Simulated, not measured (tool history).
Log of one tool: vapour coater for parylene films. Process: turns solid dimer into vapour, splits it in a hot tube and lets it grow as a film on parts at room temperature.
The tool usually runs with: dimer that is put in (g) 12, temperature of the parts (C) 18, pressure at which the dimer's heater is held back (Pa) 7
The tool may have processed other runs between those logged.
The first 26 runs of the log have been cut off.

run	hour	dimer that is put in (g)	temperature of the parts (C)	pressure at which the dimer's heater is held back (Pa)	thickness of the film (nm)
27	386.5	17	22	7	8910
28	395.4	8	21	7	4350
29	414.1	19	21	6.38	10210
30	431.2	12	18	10.91	6470
31	441.5	12	18	6.07	7220
32	457.7	12	18	8.72	6770
33	472.3	8	13	7	5630
34	486.8	8	13	7	5530
35	506.5	5	13	3.25	4010
36	517.7	5	13	3.25	4010
37	535.8	12	29	11.1	4130
# hour 551.2: trap's valve overhauled
38	551.9	12	29	11.1	4670
39	564.1	17	29	9.68	6710

Here are 5 independent what-if runs from the current tool condition. What would each one return?
A	573.4	12	18	8.24	?
B	573.4	17	29	9.87	?
C	573.4	7	29	9.53	?
D	573.4	20	16	7	?
E	573.4	18	29	9.68	?

run	thickness of the film (nm)
A	7440
B	6670
C	2760
D	13660
E	7120
What these runs would have given with no unlogged condition in the tool:
run	thickness of the film (nm)
A	7440
B	6670
C	2770
D	13660
E	7120

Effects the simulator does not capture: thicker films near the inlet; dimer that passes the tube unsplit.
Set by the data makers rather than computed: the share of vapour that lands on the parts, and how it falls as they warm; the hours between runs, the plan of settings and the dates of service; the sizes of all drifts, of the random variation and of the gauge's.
